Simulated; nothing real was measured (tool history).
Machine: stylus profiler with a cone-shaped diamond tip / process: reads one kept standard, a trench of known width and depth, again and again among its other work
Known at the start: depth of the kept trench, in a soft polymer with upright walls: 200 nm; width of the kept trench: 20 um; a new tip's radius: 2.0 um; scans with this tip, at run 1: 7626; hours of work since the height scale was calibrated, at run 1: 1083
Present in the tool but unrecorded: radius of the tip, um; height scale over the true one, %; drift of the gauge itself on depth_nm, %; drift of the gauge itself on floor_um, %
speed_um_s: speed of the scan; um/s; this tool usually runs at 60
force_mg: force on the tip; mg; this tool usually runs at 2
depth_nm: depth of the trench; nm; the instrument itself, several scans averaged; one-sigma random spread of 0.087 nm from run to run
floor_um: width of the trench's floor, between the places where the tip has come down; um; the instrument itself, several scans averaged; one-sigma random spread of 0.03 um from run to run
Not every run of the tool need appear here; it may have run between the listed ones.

run    hour  speed_um_s  force_mg  scans with this tip  hours of work since the height scale was calibrated  depth_nm  floor_um
  1       0          60         2                 7626                                                 1083    201.56     18.02
  2    83.4          60         2                 7939                                                 1128    201.39     18.02
  3   149.4          60         2                 8187                                                 1163    201.63     18.06
  4     220          60         2                 8453                                                 1200    201.46     17.98
  5     291         101         2                 8720                                                 1238    201.72     17.83
  6   356.3         101         2                 8965                                                 1273    201.43     17.85
      376.7  -- height scale calibrated on a step standard
  7   466.5         101         2                 9377                                                   48    201.66     17.84
  8   531.2         101         2                 9620                                                   82    201.35     17.84
  9   613.8         101         2                 9931                                                  127    201.43     17.84
 10   710.9         101         2                10296                                                  178    201.51      17.9
 11   766.1          57         2                10503                                                  208    201.51     18.05
 12   856.7          57         2                10844                                                  256    201.54     18.02
 13   902.3          57         2                11015                                                  281    201.43     18.03
 14  1001.7          16         2                11389                                                  334    201.53     18.19
 15  1095.1          23       1.2                11740                                                  383    201.05     18.14
 16  1147.7          20      2.82                11937                                                  412    201.87     18.19
 17    1240          88      4.36                12284                                                  461    202.64     18.04
 18  1315.4          22      3.87                12568                                                  501    202.39     18.17
 19    1381          58      2.47                12814                                                  536    201.65     18.02
 20  1467.9         123      2.47                13141                                                  582    201.83     17.84
 21  1528.2         122      4.65                13368                                                  615    202.68     17.94
 22  1609.5          34      0.98                13673                                                  658    200.97     18.06
 23  1659.5          34      0.98                13861                                                  685    200.89     18.05
 24  1751.9          34      0.98                14208                                                  734    200.78     18.05
 25  1822.8         179      0.98                14475                                                  772    200.86     17.29
 26  1877.2          42      5.25                14679                                                  801     202.7     18.15
 27  1922.5          83      1.38                14849                                                  825    201.25     17.84
 28  2000.6          43      1.83                15143                                                  867    201.27     18.09

Alternative continuations, all from the tool just after run 28; predict every row:
  A  2061.7          79      1.92                15373                                                  899         ?         ?
  B  2061.7          82      1.83                15373                                                  899         ?         ?
  C  2061.7         114      2.11                15373                                                  899         ?         ?

run  depth_nm  floor_um
  A    201.38     17.95
  B    201.29     17.93
  C    201.45     17.85
With the hidden condition removed and each run's random variation left untouched, the same runs would have given:
run  depth_nm  floor_um
  A    201.37     17.98
  B    201.27     17.95
  C    201.44     17.87
